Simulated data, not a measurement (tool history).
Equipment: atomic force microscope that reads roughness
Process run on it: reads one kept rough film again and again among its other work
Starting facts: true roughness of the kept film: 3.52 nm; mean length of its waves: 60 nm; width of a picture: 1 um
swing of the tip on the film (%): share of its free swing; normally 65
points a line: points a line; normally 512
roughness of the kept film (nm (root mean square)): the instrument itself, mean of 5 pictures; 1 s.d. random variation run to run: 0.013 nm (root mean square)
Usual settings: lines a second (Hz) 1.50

run   hour  lines a second (Hz)  swing of the tip on the film (%)  points a line  roughness of the kept film (nm (root mean square))
  1    0.0                 1.50                                65            512                                               3.155
  2    6.6                 0.68                                65            512                                               3.273
  3   12.1                 1.50                                65            512                                               3.132
  4   16.4                 1.50                                65            512                                               3.120
  5   20.9                 1.50                                65            512                                               3.117
  6   25.5                 0.64                                65            512                                               3.237
  7   30.3                 0.64                                65            512                                               3.225
  8   38.5                 0.64                                65            512                                               3.221
  9   42.9                 0.64                                65            512                                               3.203
 10   47.4                 0.64                                65            512                                               3.210
 11   55.4                 1.50                                65            512                                               3.091
 12   62.2                 1.50                                65            512                                               3.087
 13   71.6                 1.50                                65            512                                               3.043
 14   76.2                 1.50                                65            512                                               3.058
 15   82.5                 1.50                                65            512                                               3.035
      86.1  -- new tip fitted
 16   90.3                 1.64                                65            512                                               3.175
 17   98.2                 1.64                                65            512                                               3.157
 18  105.0                 1.64                                65            512                                               3.148
 19  111.7                 3.38                                65            522                                               2.923
 20  116.8                 3.38                                67            522                                               2.868
 21  126.7                 3.38                                67            522                                               2.843
 22  134.0                 3.38                                67            522                                               2.850
 23  140.2                 3.38                                67            522                                               2.836
 24  150.1                 1.50                                65            643                                               3.130
 25  155.5                 2.00                                78            643                                               2.750
 26  165.1                 2.00                                78            643                                               2.729
 27  174.6                 1.02                                78            450                                               2.990
 28  182.9                 0.64                                60            450                                               3.258
 29  190.3                 0.80                                58            295                                               3.227
 30  195.7                 0.50                                80            638                                               3.099
 31  205.2                 1.48                                80            453                                               2.787
 32  211.3                 1.06                                70            430                                               3.025
     212.6  -- new tip fitted
 33  218.0                 0.59                                67            430                                               3.315

Alternative continuations, all from the tool just after run 33; predict every row:
  A  224.2                 0.59                                71            430                                                   ?
  B  224.2                 1.50                                65            844                                                   ?
  C  224.2                 3.04                                67            430                                                   ?

run  roughness of the kept film (nm (root mean square))
  A                                               3.277
  B                                               3.196
  C                                               2.920
Without the tool's hidden state the same runs would have given:
run  roughness of the kept film (nm (root mean square))
  A                                               3.303
  B                                               3.221
  C                                               2.943
